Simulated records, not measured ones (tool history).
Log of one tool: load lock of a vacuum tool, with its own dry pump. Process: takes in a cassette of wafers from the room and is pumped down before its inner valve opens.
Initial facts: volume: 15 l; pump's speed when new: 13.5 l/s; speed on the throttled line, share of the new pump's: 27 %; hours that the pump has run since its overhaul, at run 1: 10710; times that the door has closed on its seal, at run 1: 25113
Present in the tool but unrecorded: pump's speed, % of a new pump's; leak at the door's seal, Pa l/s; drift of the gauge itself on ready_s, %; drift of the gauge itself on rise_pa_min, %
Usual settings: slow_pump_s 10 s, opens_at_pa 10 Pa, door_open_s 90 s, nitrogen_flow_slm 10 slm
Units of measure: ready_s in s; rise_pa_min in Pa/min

| run | hour | slow_pump_s | opens_at_pa | door_open_s | nitrogen_flow_slm | hours that the pump has run since its overhaul | times that the door has closed on its seal | incoming humidity of the room's air, % | ready_s | rise_pa_min |
|---|---|---|---|---|---|---|---|---|---|---|
| 1 | 0.0 | 10 | 10 | 90 | 10 | 10710 | 25113 | 44.7 | 18.48 | 0.331 |
| 2 | 96.8 | 10 | 10 | 90 | 10 | 10807 | 25480 | 45.7 | 18.31 | 0.342 |
| 3 | 259.4 | 10 | 10 | 90 | 10 | 10970 | 26096 | 48.3 | 18.51 | 0.351 |
| 4 | 373.0 | 10 | 10 | 90 | 29 | 11083 | 26527 | 45.4 | 18.35 | 0.318 |
| 5 | 603.0 | 10 | 10 | 90 | 10 | 11313 | 27398 | 46.6 | 18.51 | 0.368 |
| 6 | 780.6 | 10 | 10 | 90 | 10 | 11491 | 28070 | 46.5 | 18.56 | 0.380 |
| 7 | 1001.4 | 10 | 10 | 99 | 10 | 11712 | 28907 | 42.7 | 18.35 | 0.390 |
| 8 | 1200.7 | 10 | 10 | 99 | 10 | 11911 | 29662 | 46.1 | 18.65 | 0.412 |
| 9 | 1400.8 | 10 | 10 | 99 | 10 | 12111 | 30420 | 47.2 | 18.56 | 0.421 |
| 10 | 1611.9 | 10 | 10 | 99 | 10 | 12322 | 31220 | 41.0 | 18.55 | 0.431 |
| 11 | 1752.7 | 10 | 10 | 99 | 10 | 12463 | 31753 | 46.6 | 18.62 | 0.451 |
| 12 | 1952.0 | 5 | 10 | 90 | 10 | 12662 | 32508 | 43.1 | 15.06 | 0.440 |
| 13 | 2109.4 | 5 | 10 | 90 | 10 | 12820 | 33105 | 47.3 | 15.06 | 0.462 |
| 14 | 2295.8 | 5 | 10 | 90 | 10 | 13006 | 33811 | 44.1 | 15.22 | 0.482 |
| 15 | 2419.4 | 5 | 10 | 90 | 10 | 13130 | 34279 | 44.7 | 15.17 | 0.486 |
| 16 | 2649.0 | 5 | 10 | 90 | 10 | 13359 | 35149 | 44.6 | 15.09 | 0.505 |
|  | 2761.4 | dry pump taken out, an overhauled one fitted |
| 17 | 2873.8 | 5 | 10 | 90 | 10 | 112 | 35978 | 44.4 | 14.00 | 0.522 |
| 18 | 3078.8 | 10 | 16 | 90 | 10 | 317 | 36754 | 44.6 | 17.04 | 0.520 |
| 19 | 3267.3 | 10 | 16 | 90 | 10 | 506 | 37468 | 43.8 | 17.18 | 0.540 |
| 20 | 3412.9 | 10 | 10 | 49 | 10 | 651 | 38020 | 42.2 | 17.81 | 0.528 |
| 21 | 3517.7 | 9 | 19 | 49 | 10 | 756 | 38417 | 45.0 | 16.16 | 0.547 |
| 22 | 3685.1 | 9 | 19 | 49 | 10 | 924 | 39051 | 45.5 | 16.35 | 0.548 |
| 23 | 3828.0 | 9 | 19 | 49 | 10 | 1067 | 39593 | 44.5 | 16.22 | 0.560 |
| 24 | 3976.8 | 9 | 12 | 34 | 10 | 1215 | 40156 | 45.3 | 16.78 | 0.565 |
| 25 | 4090.7 | 9 | 12 | 34 | 10 | 1329 | 40588 | 44.7 | 17.01 | 0.577 |
| 26 | 4263.0 | 9 | 12 | 34 | 10 | 1502 | 41241 | 43.4 | 16.75 | 0.595 |
| 27 | 4410.2 | 17 | 13 | 103 | 8 | 1649 | 41798 | 44.6 | 22.53 | 0.626 |
| 28 | 4514.5 | 17 | 13 | 103 | 8 | 1753 | 42193 | 43.2 | 22.61 | 0.635 |
| 29 | 4636.2 | 7 | 13 | 103 | 8 | 1875 | 42654 | 46.8 | 15.50 | 0.672 |
| 30 | 4817.8 | 10 | 18 | 28 | 8 | 2056 | 43342 | 45.8 | 17.08 | 0.642 |
|  | 4852.3 | door's seal changed, seat wiped |
| 31 | 4982.5 | 12 | 10 | 90 | 25 | 2220 | 494 | 43.8 | 19.38 | 0.090 |
| 32 | 5200.7 | 12 | 10 | 90 | 25 | 2438 | 1320 | 44.9 | 19.31 | 0.091 |
| 33 | 5395.5 | 9 | 10 | 239 | 29 | 2633 | 2058 | 47.4 | 17.14 | 0.123 |
| 34 | 5595.1 | 10 | 10 | 90 | 44 | 2832 | 2814 | 46.9 | 17.94 | 0.080 |
| 35 | 5692.7 | 10 | 10 | 90 | 44 | 2930 | 3184 | 44.0 | 17.90 | 0.077 |
| 36 | 5833.4 | 10 | 10 | 90 | 44 | 3071 | 3717 | 45.0 | 18.02 | 0.084 |
| 37 | 5973.6 | 10 | 9 | 90 | 13 | 3211 | 4248 | 48.2 | 18.25 | 0.131 |

3 options for the next run, each taken on its own from the tool as it stands now. Forecast them:
| A | 6207.4 | 7 | 9 | 90 | 17 | 3444 | 5134 | 45.1 | ? | ? |
| B | 6207.4 | 10 | 9 | 115 | 13 | 3444 | 5134 | 42.4 | ? | ? |
| C | 6207.4 | 10 | 10 | 28 | 10 | 3444 | 5134 | 43.5 | ? | ? |

| run | ready_s | rise_pa_min |
|---|---|---|
| A | 15.89 | 0.122 |
| B | 18.11 | 0.126 |
| C | 17.88 | 0.098 |
With no hidden state in the tool, these same runs would have given:
| run | ready_s | rise_pa_min |
|---|---|---|
| A | 15.55 | 0.095 |
| B | 17.80 | 0.099 |
| C | 17.60 | 0.070 |
